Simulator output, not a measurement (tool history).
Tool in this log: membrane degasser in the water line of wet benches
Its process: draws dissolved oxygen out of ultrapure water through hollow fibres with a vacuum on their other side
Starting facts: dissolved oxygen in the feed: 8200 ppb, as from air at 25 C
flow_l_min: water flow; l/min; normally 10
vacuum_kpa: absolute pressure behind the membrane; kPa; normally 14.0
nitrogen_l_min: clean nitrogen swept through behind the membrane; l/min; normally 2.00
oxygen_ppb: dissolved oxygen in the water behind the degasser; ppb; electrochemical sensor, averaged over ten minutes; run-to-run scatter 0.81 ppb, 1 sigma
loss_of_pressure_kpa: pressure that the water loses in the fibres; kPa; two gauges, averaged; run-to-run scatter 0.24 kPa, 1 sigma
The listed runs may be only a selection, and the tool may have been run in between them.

Run 1, hour 0.0: usual settings. Result: oxygen_ppb 135.5 ppb, loss_of_pressure_kpa 62.47 kPa.
Run 2, hour 65.4: usual settings. Result: oxygen_ppb 134.2 ppb, loss_of_pressure_kpa 62.05 kPa.
Run 3, hour 121.4: usual settings. Result: oxygen_ppb 133.1 ppb, loss_of_pressure_kpa 62.03 kPa.
Run 4, hour 171.6: usual settings but nitrogen_l_min 1.77 l/min. Result: oxygen_ppb 149.2 ppb, loss_of_pressure_kpa 62.00 kPa.
Run 5, hour 250.6: usual settings but nitrogen_l_min 1.77 l/min. Result: oxygen_ppb 150.3 ppb, loss_of_pressure_kpa 62.36 kPa.
Run 6, hour 307.5: usual settings but nitrogen_l_min 1.77 l/min. Result: oxygen_ppb 147.6 ppb, loss_of_pressure_kpa 62.10 kPa.
Run 7, hour 357.8: usual settings but flow_l_min 13 l/min, nitrogen_l_min 1.77 l/min. Result: oxygen_ppb 194.2 ppb, loss_of_pressure_kpa 80.70 kPa.
Run 8, hour 422.9: usual settings but flow_l_min 13 l/min, nitrogen_l_min 1.77 l/min. Result: oxygen_ppb 191.8 ppb, loss_of_pressure_kpa 80.72 kPa.
Run 9, hour 480.2: usual settings but flow_l_min 13 l/min, nitrogen_l_min 1.77 l/min. Result: oxygen_ppb 193.4 ppb, loss_of_pressure_kpa 80.93 kPa.
Run 10, hour 567.1: usual settings but vacuum_kpa 21.0 kPa. Result: oxygen_ppb 214.6 ppb, loss_of_pressure_kpa 62.18 kPa.
Run 11, hour 642.6: usual settings but vacuum_kpa 21.0 kPa. Result: oxygen_ppb 215.8 ppb, loss_of_pressure_kpa 62.17 kPa.
Run 12, hour 697.1: usual settings but vacuum_kpa 21.0 kPa. Result: oxygen_ppb 215.0 ppb, loss_of_pressure_kpa 62.52 kPa.
Run 13, hour 771.0: usual settings but vacuum_kpa 21.0 kPa. Result: oxygen_ppb 217.8 ppb, loss_of_pressure_kpa 62.04 kPa.
Run 14, hour 838.1: usual settings but vacuum_kpa 21.0 kPa. Result: oxygen_ppb 215.2 ppb, loss_of_pressure_kpa 62.35 kPa.
Run 15, hour 919.8: usual settings but vacuum_kpa 21.0 kPa. Result: oxygen_ppb 215.1 ppb, loss_of_pressure_kpa 62.16 kPa.
Run 16, hour 989.0: usual settings but vacuum_kpa 21.0 kPa. Result: oxygen_ppb 215.9 ppb, loss_of_pressure_kpa 62.17 kPa.
Run 17, hour 1072.1: usual settings. Result: oxygen_ppb 132.1 ppb, loss_of_pressure_kpa 61.90 kPa.
Run 18, hour 1115.7: usual settings but flow_l_min 9 l/min, vacuum_kpa 10.2 kPa, nitrogen_l_min 2.32 l/min. Result: oxygen_ppb 68.3 ppb, loss_of_pressure_kpa 55.91 kPa.
Run 19, hour 1152.0: usual settings but flow_l_min 9 l/min, vacuum_kpa 10.2 kPa, nitrogen_l_min 2.32 l/min. Result: oxygen_ppb 69.1 ppb, loss_of_pressure_kpa 56.07 kPa.
Run 20, hour 1193.8: usual settings but flow_l_min 9 l/min, vacuum_kpa 16.1 kPa, nitrogen_l_min 3.21 l/min. Result: oxygen_ppb 90.4 ppb, loss_of_pressure_kpa 55.71 kPa.
Run 21, hour 1277.9: usual settings but flow_l_min 14 l/min, vacuum_kpa 17.3 kPa, nitrogen_l_min 2.11 l/min. Result: oxygen_ppb 226.4 ppb, loss_of_pressure_kpa 87.10 kPa.
Run 22, hour 1360.4: usual settings but flow_l_min 14 l/min, vacuum_kpa 17.3 kPa, nitrogen_l_min 2.11 l/min. Result: oxygen_ppb 228.7 ppb, loss_of_pressure_kpa 86.79 kPa.
Run 23, hour 1440.2: usual settings but flow_l_min 7 l/min, vacuum_kpa 22.3 kPa, nitrogen_l_min 1.19 l/min. Result: oxygen_ppb 269.3 ppb, loss_of_pressure_kpa 43.52 kPa.
Run 24, hour 1507.7: usual settings but flow_l_min 12 l/min, vacuum_kpa 28.5 kPa, nitrogen_l_min 3.21 l/min. Result: oxygen_ppb 233.7 ppb, loss_of_pressure_kpa 74.44 kPa.
Run 25, hour 1574.7: usual settings but flow_l_min 7 l/min, vacuum_kpa 17.7 kPa, nitrogen_l_min 0.96 l/min. Result: oxygen_ppb 252.9 ppb, loss_of_pressure_kpa 43.77 kPa.
Run 26, hour 1613.9: usual settings but flow_l_min 7 l/min, vacuum_kpa 17.7 kPa, nitrogen_l_min 4.57 l/min. Result: oxygen_ppb 57.3 ppb, loss_of_pressure_kpa 43.72 kPa.
Run 27, hour 1650.1: usual settings but flow_l_min 11 l/min, nitrogen_l_min 2.95 l/min. Result: oxygen_ppb 101.5 ppb, loss_of_pressure_kpa 68.49 kPa.
Run 28, hour 1730.6: usual settings but flow_l_min 7 l/min, nitrogen_l_min 1.33 l/min. Result: oxygen_ppb 137.5 ppb, loss_of_pressure_kpa 43.63 kPa.
Run 29, hour 1801.4: usual settings but flow_l_min 7 l/min, nitrogen_l_min 1.33 l/min. Result: oxygen_ppb 138.1 ppb, loss_of_pressure_kpa 43.78 kPa.
Run 30, hour 1887.4: usual settings but flow_l_min 8 l/min, nitrogen_l_min 0.85 l/min. Result: oxygen_ppb 237.0 ppb, loss_of_pressure_kpa 49.52 kPa.

Predict each of these 4 candidate next runs independently; none follows another, all start after run 30:
Run A, hour 1935.4: usual settings but flow_l_min 7 l/min, vacuum_kpa 16.2 kPa, nitrogen_l_min 5.67 l/min. Result: oxygen_ppb ?, loss_of_pressure_kpa ?.
Run B, hour 1935.4: usual settings but flow_l_min 8 l/min, vacuum_kpa 14.8 kPa, nitrogen_l_min 0.85 l/min. Result: oxygen_ppb ?, loss_of_pressure_kpa ?.
Run C, hour 1935.4: usual settings but vacuum_kpa 8.7 kPa, nitrogen_l_min 3.72 l/min. Result: oxygen_ppb ?, loss_of_pressure_kpa ?.
Run D, hour 1935.4: usual settings but flow_l_min 6 l/min, vacuum_kpa 33.2 kPa, nitrogen_l_min 1.06 l/min. Result: oxygen_ppb ?, loss_of_pressure_kpa ?.

run  oxygen_ppb  loss_of_pressure_kpa
  A        42.0                 43.73
  B       256.6                 49.40
  C        40.1                 62.27
  D       399.2                 37.30
Without the tool's unlogged condition, the same runs would have read:
run  oxygen_ppb  loss_of_pressure_kpa
  A        41.9                 43.71
  B       256.2                 49.37
  C        40.0                 62.24
  D       398.6                 37.29
